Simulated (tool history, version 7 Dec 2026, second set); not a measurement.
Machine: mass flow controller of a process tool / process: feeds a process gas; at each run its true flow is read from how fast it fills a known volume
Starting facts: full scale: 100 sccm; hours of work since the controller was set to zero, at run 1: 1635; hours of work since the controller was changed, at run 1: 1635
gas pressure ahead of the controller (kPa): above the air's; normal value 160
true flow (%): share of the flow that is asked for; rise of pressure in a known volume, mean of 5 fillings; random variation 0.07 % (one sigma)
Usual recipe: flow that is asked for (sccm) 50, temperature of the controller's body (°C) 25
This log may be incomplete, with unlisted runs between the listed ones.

| run | hour | flow that is asked for (sccm) | gas pressure ahead of the controller (kPa) | temperature of the controller's body (°C) | hours of work since the controller was set to zero | hours of work since the controller was changed | true flow (%) |
|---|---|---|---|---|---|---|---|
| 1 | 0.0 | 50 | 160 | 25 | 1635 | 1635 | 97.79 |
| 2 | 67.9 | 20 | 160 | 25 | 1687 | 1687 | 96.17 |
| 3 | 114.7 | 20 | 160 | 37 | 1723 | 1723 | 95.45 |
| 4 | 165.5 | 50 | 160 | 24 | 1762 | 1762 | 97.77 |
| 5 | 213.8 | 64 | 160 | 25 | 1799 | 1799 | 98.17 |
| 6 | 289.3 | 50 | 160 | 25 | 1857 | 1857 | 97.72 |
| 7 | 339.1 | 50 | 160 | 25 | 1895 | 1895 | 97.63 |
| 8 | 435.0 | 50 | 160 | 25 | 1969 | 1969 | 97.63 |
| 9 | 525.0 | 50 | 160 | 25 | 2038 | 2038 | 97.56 |
| 10 | 569.3 | 50 | 160 | 25 | 2072 | 2072 | 97.55 |
| 11 | 664.2 | 50 | 160 | 25 | 2145 | 2145 | 97.47 |
| 12 | 733.2 | 50 | 160 | 25 | 2198 | 2198 | 97.38 |
| 13 | 826.6 | 50 | 160 | 25 | 2270 | 2270 | 97.48 |
| 14 | 895.8 | 50 | 160 | 25 | 2323 | 2323 | 97.32 |
| 15 | 962.7 | 50 | 160 | 25 | 2374 | 2374 | 97.24 |
| 16 | 1020.9 | 50 | 160 | 25 | 2419 | 2419 | 97.17 |
| 17 | 1098.3 | 50 | 160 | 25 | 2478 | 2478 | 97.16 |
| 18 | 1171.8 | 50 | 160 | 25 | 2535 | 2535 | 97.11 |
| 19 | 1233.4 | 50 | 160 | 25 | 2582 | 2582 | 97.21 |
| 20 | 1319.0 | 50 | 160 | 25 | 2648 | 2648 | 97.04 |
| 21 | 1385.5 | 50 | 160 | 25 | 2699 | 2699 | 96.96 |
| 22 | 1476.8 | 50 | 160 | 25 | 2769 | 2769 | 97.20 |
| 23 | 1525.7 | 50 | 160 | 25 | 2806 | 2806 | 96.91 |
| 24 | 1595.8 | 50 | 160 | 25 | 2860 | 2860 | 97.03 |
| 25 | 1686.3 | 50 | 160 | 25 | 2930 | 2930 | 96.92 |
| 26 | 1771.3 | 10 | 160 | 25 | 2995 | 2995 | 91.66 |
| 27 | 1841.9 | 18 | 256 | 23 | 3049 | 3049 | 94.46 |
| 28 | 1912.8 | 18 | 256 | 23 | 3103 | 3103 | 94.42 |
| 29 | 1970.5 | 11 | 224 | 36 | 3148 | 3148 | 91.18 |
| 30 | 2012.3 | 55 | 249 | 24 | 3180 | 3180 | 97.18 |
| 31 | 2081.3 | 55 | 249 | 24 | 3233 | 3233 | 97.10 |
| 32 | 2169.8 | 55 | 249 | 24 | 3301 | 3301 | 97.05 |
| 33 | 2235.5 | 55 | 249 | 24 | 3351 | 3351 | 96.91 |
| 34 | 2305.0 | 14 | 160 | 33 | 3405 | 3405 | 92.09 |
| 35 | 2400.6 | 68 | 263 | 33 | 3478 | 3478 | 96.87 |
| 36 | 2447.2 | 12 | 175 | 22 | 3514 | 3514 | 91.87 |
| 37 | 2518.9 | 12 | 175 | 22 | 3569 | 3569 | 91.54 |
| 38 | 2565.6 | 29 | 176 | 22 | 3605 | 3605 | 95.34 |
| 39 | 2648.8 | 15 | 186 | 23 | 3669 | 3669 | 92.69 |
| 40 | 2718.7 | 94 | 170 | 30 | 3722 | 3722 | 97.56 |
| 41 | 2786.7 | 50 | 221 | 25 | 3774 | 3774 | 96.42 |
| 42 | 2828.9 | 50 | 154 | 25 | 3807 | 3807 | 96.25 |

What does the tool deliver on the next run?
| 43 | 2909.0 | 50 | 154 | 25 | 3868 | 3868 | ? |

true flow (%): 96.22
With the hidden condition absent and the run-to-run variation left alone, this run would have shown true flow (%) 98.97.
